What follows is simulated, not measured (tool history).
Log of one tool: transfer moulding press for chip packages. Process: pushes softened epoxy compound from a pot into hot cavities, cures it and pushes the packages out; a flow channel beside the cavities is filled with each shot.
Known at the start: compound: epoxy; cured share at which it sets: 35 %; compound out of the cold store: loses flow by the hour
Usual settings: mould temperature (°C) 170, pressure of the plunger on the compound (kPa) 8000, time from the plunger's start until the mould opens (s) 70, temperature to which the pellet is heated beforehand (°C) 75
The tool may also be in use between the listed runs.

| run | hour | mould temperature (°C) | pressure of the plunger on the compound (kPa) | time from the plunger's start until the mould opens (s) | temperature to which the pellet is heated beforehand (°C) | incoming compound's hours out of the cold store | length that the compound runs in the flow channel (mm) | greatest force on the pins that push the packages out (N) |
|---|---|---|---|---|---|---|---|---|
| 1 | 0 | 170 | 8000 | 70 | 75 | 10 | 874 | 585 |
| 2 | 5.1 | 172 | 8000 | 70 | 75 | 22.4 | 841 | 507 |
| 3 | 10.6 | 172 | 8000 | 70 | 75 | 13.7 | 852 | 541 |
|  | 13.6 | cavities cleaned with cleaning compound and waxed |
| 4 | 20.9 | 172 | 8000 | 70 | 75 | 13.6 | 857 | 602 |
| 5 | 28.9 | 172 | 8000 | 70 | 75 | 42.6 | 798 | 570 |
| 6 | 35.3 | 172 | 8000 | 70 | 75 | 18.4 | 846 | 607 |
| 7 | 44.5 | 172 | 8000 | 70 | 75 | 25.1 | 825 | 576 |
| 8 | 49.2 | 172 | 8000 | 70 | 75 | 17.5 | 843 | 590 |
|  | 54.5 | cavities cleaned with cleaning compound and waxed, once more |
| 9 | 59.2 | 170 | 8000 | 70 | 75 | 35.7 | 815 | 429 |
| 10 | 67.9 | 170 | 8000 | 70 | 75 | 45.5 | 800 | 489 |
| 11 | 77.1 | 170 | 8000 | 70 | 75 | 31 | 825 | 517 |
| 12 | 83.7 | 164 | 8000 | 70 | 75 | 37.8 | 839 | 845 |
| 13 | 93.3 | 164 | 8000 | 70 | 75 | 34.4 | 836 | 863 |
|  | 99.5 | cavities cleaned with cleaning compound and waxed |
| 14 | 102.7 | 164 | 8000 | 70 | 75 | 9 | 884 | 674 |
| 15 | 112.8 | 175 | 8960 | 70 | 75 | 28.8 | 855 | 322 |
|  | 116.8 | plunger's sealing rings changed |
| 16 | 121.7 | 175 | 8960 | 76 | 75 | 40.1 | 883 | 283 |
| 17 | 127.8 | 175 | 8960 | 76 | 75 | 20.9 | 922 | 302 |
| 18 | 132.7 | 170 | 8000 | 80 | 75 | 13.7 | 897 | 409 |
| 19 | 143.7 | 170 | 8000 | 80 | 75 | 33.1 | 861 | 405 |
|  | 147.1 | cavities cleaned with cleaning compound and waxed |
| 20 | 155.5 | 170 | 8000 | 80 | 75 | 19.5 | 883 | 315 |
| 21 | 162 | 174 | 8000 | 57 | 83 | 36.5 | 835 | 632 |
| 22 | 170.3 | 170 | 8000 | 57 | 83 | 27.4 | 862 | 895 |
| 23 | 175.9 | 171 | 8000 | 70 | 82 | 30.3 | 857 | 508 |
| 24 | 186.8 | 171 | 8000 | 70 | 76 | 8.6 | 902 | 582 |
|  | 192.1 | cavities cleaned with cleaning compound and waxed |
| 25 | 193.2 | 171 | 8000 | 70 | 76 | 13.6 | 893 | 387 |
| 26 | 200.1 | 171 | 8000 | 61 | 67 | 38.6 | 839 | 614 |
| 27 | 208.7 | 171 | 8000 | 61 | 67 | 35.1 | 848 | 716 |
| 28 | 215.1 | 171 | 8000 | 61 | 67 | 47 | 820 | 725 |

Forecast each of these 3 alternatives for the next run:
| A | 223.8 | 167 | 6160 | 61 | 75 | 26 | ? | ? |
| B | 223.8 | 165 | 8000 | 70 | 78 | 43.9 | ? | ? |
| C | 223.8 | 170 | 8000 | 70 | 75 | 30.4 | ? | ? |

| run | length that the compound runs in the flow channel (mm) | greatest force on the pins that push the packages out (N) |
|---|---|---|
| A | 771 | 966 |
| B | 854 | 767 |
| C | 855 | 558 |
Without the tool's hidden state the same runs would have given:
| run | length that the compound runs in the flow channel (mm) | greatest force on the pins that push the packages out (N) |
|---|---|---|
| A | 781 | 658 |
| B | 865 | 524 |
| C | 866 | 384 |
